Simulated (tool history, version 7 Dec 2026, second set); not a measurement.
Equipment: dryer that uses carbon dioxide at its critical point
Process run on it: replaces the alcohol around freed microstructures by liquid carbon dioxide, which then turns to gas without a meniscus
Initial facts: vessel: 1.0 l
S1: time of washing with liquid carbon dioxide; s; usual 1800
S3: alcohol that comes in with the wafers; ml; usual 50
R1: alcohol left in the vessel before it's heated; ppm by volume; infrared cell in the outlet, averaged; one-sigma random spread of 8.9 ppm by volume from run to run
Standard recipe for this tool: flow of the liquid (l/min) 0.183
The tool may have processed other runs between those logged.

{"run": 1, "hour": 0.0, "S1": 1800, "flow of the liquid (l/min)": 0.183, "S3": 50, "R1": 550}
{"run": 2, "hour": 17.3, "S1": 1800, "flow of the liquid (l/min)": 0.183, "S3": 50, "R1": 557}
{"run": 3, "hour": 29.3, "S1": 1800, "flow of the liquid (l/min)": 0.183, "S3": 50, "R1": 546}
{"run": 4, "hour": 46.9, "S1": 1800, "flow of the liquid (l/min)": 0.183, "S3": 50, "R1": 590}
{"run": 5, "hour": 66.3, "S1": 1800, "flow of the liquid (l/min)": 0.183, "S3": 43, "R1": 492}
{"run": 6, "hour": 82.5, "S1": 1800, "flow of the liquid (l/min)": 0.183, "S3": 43, "R1": 499}
{"run": 7, "hour": 97.9, "S1": 1800, "flow of the liquid (l/min)": 0.183, "S3": 43, "R1": 498}
{"run": 8, "hour": 120.3, "S1": 1800, "flow of the liquid (l/min)": 0.183, "S3": 40, "R1": 462}
{"run": 9, "hour": 140.6, "S1": 1800, "flow of the liquid (l/min)": 0.183, "S3": 40, "R1": 472}
{"run": 10, "hour": 164.0, "S1": 1740, "flow of the liquid (l/min)": 0.183, "S3": 50, "R1": 684}
{"run": 11, "hour": 184.4, "S1": 1740, "flow of the liquid (l/min)": 0.183, "S3": 50, "R1": 717}
{"run": 12, "hour": 196.1, "S1": 1980, "flow of the liquid (l/min)": 0.183, "S3": 50, "R1": 389}
{"run": 13, "hour": 220.7, "S1": 1800, "flow of the liquid (l/min)": 0.183, "S3": 50, "R1": 596}
{"run": 14, "hour": 243.8, "S1": 1800, "flow of the liquid (l/min)": 0.183, "S3": 50, "R1": 627}
{"run": 15, "hour": 257.0, "S1": 1800, "flow of the liquid (l/min)": 0.183, "S3": 50, "R1": 626}
{"run": 16, "hour": 279.9, "S1": 1800, "flow of the liquid (l/min)": 0.183, "S3": 50, "R1": 631}
{"run": 17, "hour": 304.0, "S1": 1800, "flow of the liquid (l/min)": 0.183, "S3": 50, "R1": 643}
{"run": 18, "hour": 328.6, "S1": 1800, "flow of the liquid (l/min)": 0.183, "S3": 36, "R1": 472}
{"run": 19, "hour": 352.0, "S1": 1800, "flow of the liquid (l/min)": 0.14, "S3": 50, "R1": 1801}
{"run": 20, "hour": 372.6, "S1": 1800, "flow of the liquid (l/min)": 0.14, "S3": 50, "R1": 1826}
{"run": 21, "hour": 383.6, "S1": 1800, "flow of the liquid (l/min)": 0.183, "S3": 50, "R1": 662}
{"run": 22, "hour": 407.4, "S1": 1800, "flow of the liquid (l/min)": 0.183, "S3": 45, "R1": 601}
{"run": 23, "hour": 420.4, "S1": 1680, "flow of the liquid (l/min)": 0.15, "S3": 25, "R1": 935}
{"run": 24, "hour": 445.9, "S1": 1800, "flow of the liquid (l/min)": 0.148, "S3": 25, "R1": 798}
{"run": 25, "hour": 456.8, "S1": 1800, "flow of the liquid (l/min)": 0.148, "S3": 25, "R1": 807}
{"run": 26, "hour": 479.2, "S1": 2820, "flow of the liquid (l/min)": 0.119, "S3": 50, "R1": 676}
{"run": 27, "hour": 500.9, "S1": 1200, "flow of the liquid (l/min)": 0.182, "S3": 23, "R1": 1346}
{"run": 28, "hour": 521.7, "S1": 1800, "flow of the liquid (l/min)": 0.183, "S3": 30, "R1": 453}
{"run": 29, "hour": 543.2, "S1": 2640, "flow of the liquid (l/min)": 0.183, "S3": 77, "R1": 190}
{"run": 30, "hour": 553.6, "S1": 1740, "flow of the liquid (l/min)": 0.169, "S3": 99, "R1": 2167}
{"run": 31, "hour": 569.7, "S1": 1260, "flow of the liquid (l/min)": 0.298, "S3": 60, "R1": 450}
{"run": 32, "hour": 590.9, "S1": 1740, "flow of the liquid (l/min)": 0.208, "S3": 111, "R1": 1005}
{"run": 33, "hour": 609.5, "S1": 1740, "flow of the liquid (l/min)": 0.208, "S3": 111, "R1": 999}
{"run": 34, "hour": 623.8, "S1": 1740, "flow of the liquid (l/min)": 0.208, "S3": 111, "R1": 995}
{"run": 35, "hour": 638.3, "S1": 1800, "flow of the liquid (l/min)": 0.27, "S3": 50, "R1": 155}
{"run": 36, "hour": 655.5, "S1": 1500, "flow of the liquid (l/min)": 0.183, "S3": 46, "R1": 1353}
{"run": 37, "hour": 680.7, "S1": 1500, "flow of the liquid (l/min)": 0.16, "S3": 87, "R1": 3861}
{"run": 38, "hour": 698.5, "S1": 1500, "flow of the liquid (l/min)": 0.16, "S3": 87, "R1": 4014}
{"run": 39, "hour": 719.9, "S1": 1500, "flow of the liquid (l/min)": 0.16, "S3": 87, "R1": 3842}
{"run": 40, "hour": 735.8, "S1": 2160, "flow of the liquid (l/min)": 0.16, "S3": 30, "R1": 430}
{"run": 41, "hour": 756.5, "S1": 2160, "flow of the liquid (l/min)": 0.199, "S3": 77, "R1": 381}

Alternative continuations, all from the tool just after run 41; predict every row:
{"run": "A", "hour": 778.6, "S1": 1200, "flow of the liquid (l/min)": 0.183, "S3": 25, "R1": "?"}
{"run": "B", "hour": 778.6, "S1": 1560, "flow of the liquid (l/min)": 0.141, "S3": 66, "R1": "?"}
{"run": "C", "hour": 778.6, "S1": 2580, "flow of the liquid (l/min)": 0.227, "S3": 86, "R1": "?"}

run=A R1=1573
run=B R1=3982
run=C R1=126
Had the tool no hidden state, the same runs would have come out as:
run=A R1=1180
run=B R1=3099
run=C R1=24
